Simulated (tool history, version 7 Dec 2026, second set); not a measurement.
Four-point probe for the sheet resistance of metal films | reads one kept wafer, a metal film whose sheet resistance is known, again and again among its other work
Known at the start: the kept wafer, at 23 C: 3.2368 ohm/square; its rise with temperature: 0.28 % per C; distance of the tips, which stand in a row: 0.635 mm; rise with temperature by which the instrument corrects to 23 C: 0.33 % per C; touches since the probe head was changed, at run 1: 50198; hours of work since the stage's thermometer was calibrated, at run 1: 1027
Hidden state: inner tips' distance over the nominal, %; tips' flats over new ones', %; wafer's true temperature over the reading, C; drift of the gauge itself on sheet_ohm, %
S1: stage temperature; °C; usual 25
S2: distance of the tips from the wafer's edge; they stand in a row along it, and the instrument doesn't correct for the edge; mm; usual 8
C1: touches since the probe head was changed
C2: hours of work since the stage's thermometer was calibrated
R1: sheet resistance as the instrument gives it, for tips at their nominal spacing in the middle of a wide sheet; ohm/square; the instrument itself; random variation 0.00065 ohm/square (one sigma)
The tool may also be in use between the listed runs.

{"run": 1, "hour": 0.0, "S1": 25, "S2": 8, "C1": 50198, "C2": 1027, "R1": 3.216112}
{"run": 2, "hour": 91.7, "S1": 25, "S2": 8, "C1": 54452, "C2": 1086, "R1": 3.212225}
{"run": 3, "hour": 185.3, "S1": 25, "S2": 8, "C1": 58793, "C2": 1147, "R1": 3.209604}
{"run": 4, "hour": 250.0, "S1": 25, "S2": 8, "C1": 61795, "C2": 1189, "R1": 3.207717}
{"hour": 274.2, "done": "new probe head fitted"}
{"run": 5, "hour": 320.1, "S1": 25, "S2": 71, "C1": 2128, "C2": 1233, "R1": 3.224494}
{"run": 6, "hour": 418.6, "S1": 30, "S2": 8, "C1": 6696, "C2": 1297, "R1": 3.224561}
{"run": 7, "hour": 519.2, "S1": 30, "S2": 8, "C1": 11365, "C2": 1362, "R1": 3.221616}
{"run": 8, "hour": 616.0, "S1": 25, "S2": 8, "C1": 15854, "C2": 1425, "R1": 3.22666}
{"run": 9, "hour": 680.6, "S1": 25, "S2": 8, "C1": 18852, "C2": 1467, "R1": 3.224053}
{"run": 10, "hour": 771.1, "S1": 25, "S2": 8, "C1": 23051, "C2": 1525, "R1": 3.221966}
{"hour": 779.1, "done": "stage's thermometer calibrated"}
{"run": 11, "hour": 834.1, "S1": 25, "S2": 8, "C1": 25951, "C2": 36, "R1": 3.219147}
{"run": 12, "hour": 914.4, "S1": 25, "S2": 8, "C1": 29678, "C2": 88, "R1": 3.216752}
{"run": 13, "hour": 995.5, "S1": 25, "S2": 5, "C1": 33440, "C2": 140, "R1": 3.231424}
{"run": 14, "hour": 1135.1, "S1": 25, "S2": 39, "C1": 39914, "C2": 230, "R1": 3.199247}
{"run": 15, "hour": 1205.1, "S1": 25, "S2": 39, "C1": 43165, "C2": 276, "R1": 3.197597}
{"hour": 1337.3, "done": "stage's thermometer calibrated, once more"}
{"run": 16, "hour": 1338.7, "S1": 22, "S2": 13, "C1": 49339, "C2": 1, "R1": 3.206613}
{"run": 17, "hour": 1464.2, "S1": 27, "S2": 30, "C1": 55160, "C2": 82, "R1": 3.192108}
{"run": 18, "hour": 1584.8, "S1": 27, "S2": 30, "C1": 60755, "C2": 160, "R1": 3.188349}
{"hour": 1636.0, "done": "new probe head fitted"}
{"run": 19, "hour": 1683.5, "S1": 27, "S2": 30, "C1": 2204, "C2": 223, "R1": 3.222053}
{"run": 20, "hour": 1812.1, "S1": 27, "S2": 5, "C1": 8169, "C2": 307, "R1": 3.245846}
{"run": 21, "hour": 1921.6, "S1": 31, "S2": 30, "C1": 13249, "C2": 378, "R1": 3.210322}
{"run": 22, "hour": 1994.0, "S1": 31, "S2": 30, "C1": 16610, "C2": 424, "R1": 3.209191}
{"run": 23, "hour": 2063.1, "S1": 31, "S2": 30, "C1": 19818, "C2": 469, "R1": 3.207627}

Forecast run 24:
{"run": 24, "hour": 2166.0, "S1": 22, "S2": 3, "C1": 24591, "C2": 536, "R1": "?"}

{"run 24": {"R1": 3.291038}}
Without the tool's hidden state the same run would have given R1 3.314150 ohm/square.
